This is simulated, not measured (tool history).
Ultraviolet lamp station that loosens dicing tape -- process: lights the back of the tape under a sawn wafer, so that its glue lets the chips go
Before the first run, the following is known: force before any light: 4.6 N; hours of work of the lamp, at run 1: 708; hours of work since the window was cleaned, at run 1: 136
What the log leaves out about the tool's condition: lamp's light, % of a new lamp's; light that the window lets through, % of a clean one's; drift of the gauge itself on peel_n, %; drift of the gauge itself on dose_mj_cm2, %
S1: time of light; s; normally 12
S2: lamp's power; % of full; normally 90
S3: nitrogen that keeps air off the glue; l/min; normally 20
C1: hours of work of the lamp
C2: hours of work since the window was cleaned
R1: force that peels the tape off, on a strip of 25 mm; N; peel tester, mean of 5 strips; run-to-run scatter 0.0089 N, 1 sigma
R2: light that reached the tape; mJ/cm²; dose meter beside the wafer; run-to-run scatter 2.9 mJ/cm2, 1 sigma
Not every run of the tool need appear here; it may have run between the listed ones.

| run | hour | S1 | S2 | S3 | C1 | C2 | R1 | R2 |
|---|---|---|---|---|---|---|---|---|
| 1 | 0 | 12 | 90 | 20 | 708 | 136 | 0.561 | 340 |
| 2 | 54.2 | 12 | 90 | 20 | 737 | 166 | 0.567 | 334 |
| 3 | 85.1 | 9 | 90 | 20 | 754 | 183 | 0.935 | 248 |
| 4 | 121.5 | 9 | 90 | 20 | 775 | 203 | 0.951 | 243 |
| 5 | 168.3 | 12 | 90 | 20 | 800 | 229 | 0.622 | 318 |
| 6 | 200.4 | 12 | 90 | 20 | 818 | 246 | 0.632 | 313 |
| 7 | 239.2 | 12 | 90 | 20 | 839 | 268 | 0.631 | 305 |
| 8 | 297.6 | 10 | 90 | 20 | 872 | 300 | 0.936 | 249 |
| 9 | 331.1 | 10 | 90 | 20 | 890 | 318 | 0.939 | 247 |
|  | 350.5 | window cleaned of glue's vapour |
| 10 | 386.5 | 13 | 90 | 20 | 920 | 20 | 0.727 | 274 |
| 11 | 430.7 | 12 | 90 | 32 | 945 | 44 | 0.747 | 251 |
| 12 | 467.1 | 12 | 90 | 32 | 965 | 64 | 0.806 | 249 |
| 13 | 502.5 | 12 | 90 | 20 | 984 | 84 | 0.903 | 246 |
| 14 | 531.8 | 12 | 96 | 20 | 1001 | 100 | 0.872 | 256 |
| 15 | 579.4 | 12 | 90 | 15 | 1027 | 126 | 1.092 | 230 |
| 16 | 634.3 | 12 | 90 | 15 | 1057 | 157 | 1.1 | 227 |
|  | 663.7 | window cleaned of glue's vapour, once more |
| 17 | 685.1 | 12 | 90 | 15 | 1085 | 12 | 0.645 | 323 |
| 18 | 721.7 | 12 | 88 | 15 | 1105 | 32 | 0.707 | 309 |
| 19 | 775.5 | 12 | 90 | 25 | 1135 | 62 | 0.563 | 309 |
| 20 | 802.7 | 8 | 90 | 25 | 1150 | 77 | 1.082 | 203 |
| 21 | 857.1 | 8 | 90 | 25 | 1180 | 107 | 1.131 | 200 |
| 22 | 918.2 | 8 | 90 | 25 | 1213 | 140 | 1.144 | 196 |
| 23 | 977.5 | 6 | 67 | 18 | 1246 | 173 | 2.292 | 105 |
| 24 | 1025.8 | 6 | 67 | 18 | 1273 | 200 | 2.217 | 100 |
| 25 | 1080.7 | 23 | 90 | 6 | 1303 | 230 | 0.455 | 528 |

Run 26 has not been measured yet. What should we expect?
| 26 | 1115.1 | 23 | 90 | 6 | 1322 | 249 | ? | ? |

R1: 0.458 N
R2: 521 mJ/cm²
With no hidden state in the tool, this same run would have given R1 0.224 N, R2 828 mJ/cm².

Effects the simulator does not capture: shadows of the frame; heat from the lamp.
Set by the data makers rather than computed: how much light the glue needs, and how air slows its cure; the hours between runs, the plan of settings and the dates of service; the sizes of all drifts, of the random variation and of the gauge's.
